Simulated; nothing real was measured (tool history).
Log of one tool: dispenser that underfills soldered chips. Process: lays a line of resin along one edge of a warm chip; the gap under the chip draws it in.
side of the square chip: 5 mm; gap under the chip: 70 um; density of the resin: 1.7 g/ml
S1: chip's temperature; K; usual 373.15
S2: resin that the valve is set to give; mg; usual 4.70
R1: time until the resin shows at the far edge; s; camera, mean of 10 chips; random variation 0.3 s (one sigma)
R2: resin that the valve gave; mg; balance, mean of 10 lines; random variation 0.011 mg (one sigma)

run	hour	S1	S2	R1	R2
1	0.0	373.15	4.70	21.5	4.48
# hour 6.2: dispensing valve cleaned and set on the balance
# hour 6.9: new syringe of resin
2	9.1	373.15	4.70	21.6	4.71
# hour 14.5: new syringe of resin
3	16.7	373.15	4.70	22.1	4.68
4	20.2	373.15	4.70	25.3	4.68
# hour 21.9: new syringe of resin
5	28.2	373.15	4.70	25.8	4.69
# hour 29.2: new syringe of resin
6	34.3	373.15	5.91	24.2	5.83
# hour 36.8: new syringe of resin
7	39.4	373.15	5.91	21.8	5.81
# hour 44.3: new syringe of resin
8	44.3	373.15	4.70	20.6	4.62
9	49.5	373.15	4.70	23.8	4.62
# hour 51.7: new syringe of resin
10	55.2	373.15	4.70	23.1	4.60
# hour 59.3: new syringe of resin
11	60.7	373.15	4.70	20.7	4.59
12	64.9	373.15	5.57	24.3	5.41
# hour 66.7: new syringe of resin
13	70.4	364.15	4.97	30.1	4.83
# hour 74.5: new syringe of resin
14	77.6	364.15	4.97	29.6	4.83

The next listed run, before its measurement:
15	81.0	364.15	4.97	?	?

Run 15 gave R1 33.1 s, R2 4.81 mg.
Without the tool's hidden state the same run would have given R1 27.0 s, R2 4.97 mg.
